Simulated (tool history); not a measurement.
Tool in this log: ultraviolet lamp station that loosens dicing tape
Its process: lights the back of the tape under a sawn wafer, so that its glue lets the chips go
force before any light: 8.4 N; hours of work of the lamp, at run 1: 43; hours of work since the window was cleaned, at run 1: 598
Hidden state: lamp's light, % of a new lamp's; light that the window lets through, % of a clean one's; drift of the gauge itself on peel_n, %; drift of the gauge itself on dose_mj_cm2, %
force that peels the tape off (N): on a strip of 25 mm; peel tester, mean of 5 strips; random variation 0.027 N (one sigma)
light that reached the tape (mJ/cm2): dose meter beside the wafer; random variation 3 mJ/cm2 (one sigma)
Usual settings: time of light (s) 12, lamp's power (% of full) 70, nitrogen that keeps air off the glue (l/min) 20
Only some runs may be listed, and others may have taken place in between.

run    day  time of light (s)  lamp's power (% of full)  nitrogen that keeps air off the glue (l/min)  hours of work of the lamp  hours of work since the window was cleaned  force that peels the tape off (N)  light that reached the tape (mJ/cm2)
  1  0.000                 12                        70                                            20                         43                                         598                              1.491                                   406
  2  0.233                 12                        70                                            20                         45                                         600                              1.474                                   408
  3  0.517                 12                        70                                            19                         49                                         604                              1.570                                   412
  4  0.921                 12                        70                                            20                         54                                         609                              1.547                                   398
  5  1.325                 12                        70                                            20                         59                                         613                              1.442                                   400
  6  1.583                 12                        70                                            20                         62                                         617                              1.467                                   402
  7  1.783                 12                        70                                            20                         64                                         619                              1.488                                   398
  8  2.067                 12                        70                                            20                         67                                         622                              1.554                                   399
  9  2.379                 14                        70                                            20                         71                                         626                              1.173                                   466
 10  2.646                 14                        70                                            20                         74                                         629                              1.146                                   467
 11  2.871                  9                        70                                            23                         77                                         632                              2.192                                   297
 12  3.067                 12                        95                                            32                         79                                         634                              0.644                                   544
 13  3.371                 12                        95                                            32                         83                                         638                              0.638                                   544
 14  3.608                  9                        72                                            16                         86                                         641                              2.433                                   305
 15  3.879                 12                        98                                            19                         89                                         644                              0.867                                   558
 16  4.192                 12                        70                                            20                         93                                         648                              1.531                                   392
 17  4.554                 17                        66                                            10                         97                                         652                              1.496                                   526
 18  4.946                 12                        70                                             7                        102                                         657                              2.604                                   393
 19  5.304                 11                        70                                            18                        106                                         661                              1.809                                   359
 20  5.646                 15                        77                                            33                        110                                         665                              0.629                                   536

3 ways to go on from here, each from the tool as it stands after run 20. What would each give?
  A  5.821                 12                        60                                            20                        112                                         667                                  ?                                     ?
  B  5.821                  7                        97                                             8                        112                                         667                                  ?                                     ?
  C  5.821                 12                        87                                            10                        112                                         667                                  ?                                     ?

run  force that peels the tape off (N)  light that reached the tape (mJ/cm2)
  A                              1.993                                   334
  B                              3.279                                   320
  C                              1.670                                   493
With no hidden state in the tool, these same runs would have given:
run  force that peels the tape off (N)  light that reached the tape (mJ/cm2)
  A                              1.735                                   368
  B                              2.979                                   353
  C                              1.434                                   543

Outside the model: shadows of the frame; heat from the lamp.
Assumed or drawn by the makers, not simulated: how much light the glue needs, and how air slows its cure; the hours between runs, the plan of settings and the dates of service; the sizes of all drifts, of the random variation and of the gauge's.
